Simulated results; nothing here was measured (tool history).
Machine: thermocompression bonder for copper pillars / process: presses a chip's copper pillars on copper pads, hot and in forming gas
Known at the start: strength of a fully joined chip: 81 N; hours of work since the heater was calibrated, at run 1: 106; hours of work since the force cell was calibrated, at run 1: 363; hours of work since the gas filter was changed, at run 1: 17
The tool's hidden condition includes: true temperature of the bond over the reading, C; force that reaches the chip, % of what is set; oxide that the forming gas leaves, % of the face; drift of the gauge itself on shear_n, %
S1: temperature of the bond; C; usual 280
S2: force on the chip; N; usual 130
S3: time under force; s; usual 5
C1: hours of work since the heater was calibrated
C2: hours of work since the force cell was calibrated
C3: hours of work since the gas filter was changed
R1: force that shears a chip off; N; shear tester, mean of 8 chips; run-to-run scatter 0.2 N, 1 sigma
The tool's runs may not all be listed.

run	day	S1	S2	S3	C1	C2	C3	R1
1	0.000	280	130	5	106	363	17	41.3
2	0.304	280	130	5	111	368	22	41.2
3	0.571	280	130	5	116	372	27	41.0
4	0.912	280	130	5	122	378	33	41.0
5	1.208	280	124	5	127	384	38	39.0
6	1.508	280	124	3	132	389	43	32.4
7	1.825	280	130	5	137	394	49	41.1
8	2.033	292	130	5	141	398	52	46.9
9	2.229	302	79	5	144	401	56	33.7
10	2.404	302	79	5	148	404	59	33.5
11	2.612	297	79	5	151	408	62	31.8
12	2.792	253	97	3	154	411	65	16.4
13	2.979	300	78	9	157	414	69	40.1
14	3.279	257	159	4	163	420	74	33.2
15	3.446	294	115	3	166	422	77	36.0

Each row is a separate what-if for the run after 15, all from the same tool condition, not one after another. Results?
A	3.629	280	130	5	169	426	80	?
B	3.629	294	88	3	169	426	80	?
C	3.629	294	143	3	169	426	80	?
D	3.629	262	115	11	169	426	80	?
E	3.629	264	80	10	169	426	80	?

run	R1
A	40.4
B	27.8
C	43.7
D	38.5
E	27.2
The same runs, with their run-to-run variation unchanged, on a tool lacking any hidden condition would have given:
run	R1
A	42.3
B	29.2
C	45.6
D	40.3
E	28.6
